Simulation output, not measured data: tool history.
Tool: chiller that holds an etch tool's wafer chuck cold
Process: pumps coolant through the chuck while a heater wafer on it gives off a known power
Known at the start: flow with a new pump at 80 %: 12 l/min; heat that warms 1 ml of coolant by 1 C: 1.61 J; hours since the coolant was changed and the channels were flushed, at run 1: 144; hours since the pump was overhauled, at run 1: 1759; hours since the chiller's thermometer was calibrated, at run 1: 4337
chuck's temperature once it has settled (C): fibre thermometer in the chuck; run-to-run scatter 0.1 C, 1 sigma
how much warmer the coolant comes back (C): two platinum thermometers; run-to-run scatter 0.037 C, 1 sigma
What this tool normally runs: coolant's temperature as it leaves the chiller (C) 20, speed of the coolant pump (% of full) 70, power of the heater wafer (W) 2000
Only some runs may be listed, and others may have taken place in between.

run     day  coolant's temperature as it leaves the chiller (C)  speed of the coolant pump (% of full)  power of the heater wafer (W)  hours since the coolant was changed and the channels were flushed  hours since the pump was overhauled  hours since the chiller's thermometer was calibrated  chuck's temperature once it has settled (C)  how much warmer the coolant comes back (C)
  1   0.000                                                  20                                     70                           2000                                                                144                                 1759                                                  4337                                         38.0                                        7.08
  2   1.646                                                  11                                     70                           2000                                                                183                                 1799                                                  4376                                         29.0                                        7.14
  3   3.092                                                  20                                     70                           2000                                                                218                                 1833                                                  4411                                         37.9                                        7.12
  4   4.179                                                  20                                     70                           2000                                                                244                                 1859                                                  4437                                         37.6                                        7.15
  5   5.833                                                  12                                     70                           2000                                                                284                                 1899                                                  4477                                         29.8                                        7.11
  6   7.667                                                  12                                     70                           1096                                                                328                                 1943                                                  4521                                         21.7                                        4.04
  7   8.738                                                  12                                     85                           1096                                                                353                                 1969                                                  4547                                         20.3                                        3.30
  8  10.350                                                  12                                     85                           1096                                                                392                                 2007                                                  4585                                         20.0                                        3.34
  9  11.533                                                  12                                     85                           1096                                                                420                                 2036                                                  4614                                         20.3                                        3.37
 10  12.729                                                  12                                     85                           1096                                                                449                                 2065                                                  4642                                         20.3                                        3.40
 11  14.504                                                  20                                     87                           2000                                                                492                                 2107                                                  4685                                         34.8                                        5.90
 12  15.842                                                  20                                     87                           2000                                                                524                                 2139                                                  4717                                         34.9                                        5.88
 13  17.029                                                  20                                     87                           2000                                                                552                                 2168                                                  4746                                         34.9                                        5.98
 14  18.175                                                  28                                     76                           1393                                                                580                                 2195                                                  4773                                         39.5                                        4.78
 15  19.921                                                  20                                     91                           2000                                                                622                                 2237                                                  4815                                         34.3                                        5.75
 16  20.933                                                  25                                     92                           2000                                                                646                                 2261                                                  4839                                         39.2                                        5.69
 17  22.117                                                  17                                     80                           2474                                                                674                                 2290                                                  4868                                         36.6                                        8.04
     22.371  -- gauge calibrated
 18  24.025                                                  17                                     80                           2474                                                                720                                 2336                                                  4914                                         36.6                                        7.67
 19  24.954                                                  12                                     80                           1847                                                                743                                 2358                                                  4936                                         26.7                                        5.82
 20  26.358                                                  12                                     80                           2050                                                                776                                 2392                                                  4969                                         28.5                                        6.43
 21  27.821                                                  12                                     80                           2050                                                                811                                 2427                                                  5005                                         28.3                                        6.41
 22  28.638                                                  20                                     70                           2437                                                                831                                 2446                                                  5024                                         41.6                                        8.70
 23  29.633                                                  18                                     70                           2437                                                                855                                 2470                                                  5048                                         39.7                                        8.80
 24  30.900                                                  20                                     71                           2000                                                                885                                 2501                                                  5079                                         37.6                                        7.04
 25  32.571                                                  27                                     98                           2969                                                                925                                 2541                                                  5119                                         46.8                                        7.74

Across each entry between runs, compare the hidden state at the last listed run before it with the hidden state at the first listed run after it:
Logged between run 17 and run 18: gauge calibrated (day 22.371)
  drift of the gauge itself on warmer_back_c, C: 0.3 -> 0.02
  measured minus no-state result, how much warmer the coolant comes back (C): +0.30 -> +0.02
